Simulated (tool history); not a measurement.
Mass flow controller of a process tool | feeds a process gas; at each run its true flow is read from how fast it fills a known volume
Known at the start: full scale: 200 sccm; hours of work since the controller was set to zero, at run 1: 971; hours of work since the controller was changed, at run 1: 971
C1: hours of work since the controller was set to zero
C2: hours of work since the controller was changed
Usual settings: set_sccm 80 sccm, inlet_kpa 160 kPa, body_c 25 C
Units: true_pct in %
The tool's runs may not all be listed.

run 1 day=0 | set_sccm=80 inlet_kpa=160 body_c=25 | C1=971 C2=971 | true_pct=98.61
run 2 day=1.879 | set_sccm=80 inlet_kpa=160 body_c=25 | C1=1005 C2=1005 | true_pct=98.67
run 3 day=3.325 | set_sccm=118 inlet_kpa=160 body_c=25 | C1=1030 C2=1030 | true_pct=99.18
run 4 day=6.088 | set_sccm=80 inlet_kpa=160 body_c=25 | C1=1079 C2=1079 | true_pct=98.63
run 5 day=9.317 | set_sccm=80 inlet_kpa=160 body_c=25 | C1=1136 C2=1136 | true_pct=98.64
run 6 day=11.967 | set_sccm=80 inlet_kpa=152 body_c=25 | C1=1183 C2=1183 | true_pct=98.75
run 7 day=14.217 | set_sccm=80 inlet_kpa=160 body_c=25 | C1=1222 C2=1222 | true_pct=98.65
run 8 day=17.296 | set_sccm=80 inlet_kpa=160 body_c=39 | C1=1277 C2=1277 | true_pct=99.98
run 9 day=20.092 | set_sccm=80 inlet_kpa=160 body_c=39 | C1=1326 C2=1326 | true_pct=100.17
run 10 day=21.5 | set_sccm=80 inlet_kpa=158 body_c=39 | C1=1351 C2=1351 | true_pct=100.24
run 11 day=23.408 | set_sccm=80 inlet_kpa=158 body_c=39 | C1=1385 C2=1385 | true_pct=100.06
run 12 day=26.538 | set_sccm=80 inlet_kpa=158 body_c=39 | C1=1440 C2=1440 | true_pct=100.17
run 13 day=28.083 | set_sccm=80 inlet_kpa=158 body_c=39 | C1=1467 C2=1467 | true_pct=100.25
run 14 day=29.529 | set_sccm=101 inlet_kpa=158 body_c=39 | C1=1493 C2=1493 | true_pct=100.51
run 15 day=32.033 | set_sccm=101 inlet_kpa=158 body_c=39 | C1=1537 C2=1537 | true_pct=100.55
run 16 day=34.671 | set_sccm=80 inlet_kpa=160 body_c=25 | C1=1583 C2=1583 | true_pct=98.9
run 17 day=37.775 | set_sccm=31 inlet_kpa=160 body_c=21 | C1=1638 C2=1638 | true_pct=97.33
run 18 day=40.104 | set_sccm=31 inlet_kpa=160 body_c=21 | C1=1679 C2=1679 | true_pct=97.43
run 19 day=42.533 | set_sccm=43 inlet_kpa=246 body_c=30 | C1=1722 C2=1722 | true_pct=98.82
run 20 day=44.012 | set_sccm=43 inlet_kpa=246 body_c=30 | C1=1748 C2=1748 | true_pct=98.91
run 21 day=46.725 | set_sccm=107 inlet_kpa=243 body_c=25 | C1=1796 C2=1796 | true_pct=99.55
run 22 day=48.142 | set_sccm=47 inlet_kpa=160 body_c=25 | C1=1821 C2=1821 | true_pct=98.26
-- day=48.412 controller's zero set anew
run 23 day=51.012 | set_sccm=47 inlet_kpa=160 body_c=25 | C1=46 C2=1872 | true_pct=97.92
run 24 day=53.004 | set_sccm=142 inlet_kpa=168 body_c=38 | C1=81 C2=1907 | true_pct=101.32
run 25 day=55.192 | set_sccm=80 inlet_kpa=168 body_c=25 | C1=120 C2=1945 | true_pct=98.8
run 26 day=56.567 | set_sccm=35 inlet_kpa=163 body_c=21 | C1=144 C2=1970 | true_pct=97.16
run 27 day=58.404 | set_sccm=26 inlet_kpa=260 body_c=32 | C1=176 C2=2002 | true_pct=98.12
run 28 day=59.867 | set_sccm=26 inlet_kpa=260 body_c=32 | C1=202 C2=2028 | true_pct=98
run 29 day=62.396 | set_sccm=26 inlet_kpa=260 body_c=32 | C1=247 C2=2073 | true_pct=98.03
-- day=64.033 controller's zero set anew, once more
run 30 day=64.438 | set_sccm=193 inlet_kpa=250 body_c=24 | C1=7 C2=2108 | true_pct=101.17
run 31 day=66.467 | set_sccm=193 inlet_kpa=250 body_c=24 | C1=43 C2=2144 | true_pct=101.14
run 32 day=68.954 | set_sccm=106 inlet_kpa=160 body_c=33 | C1=87 C2=2188 | true_pct=100.49

4 ways to go on from here, each from the tool as it stands after run 32. What would each give?
run A day=70.879 | set_sccm=122 inlet_kpa=172 body_c=26 | C1=121 C2=2222 | true_pct=?
run B day=70.879 | set_sccm=21 inlet_kpa=208 body_c=38 | C1=121 C2=2222 | true_pct=?
run C day=70.879 | set_sccm=106 inlet_kpa=255 body_c=33 | C1=121 C2=2222 | true_pct=?
run D day=70.879 | set_sccm=23 inlet_kpa=223 body_c=40 | C1=121 C2=2222 | true_pct=?

run=A true_pct=100.2
run=B true_pct=99.73
run=C true_pct=100.77
run=D true_pct=100.12
Without the tool's hidden state the same runs would have given:
run=A true_pct=98.96
run=B true_pct=98.72
run=C true_pct=99.54
run=D true_pct=99.08
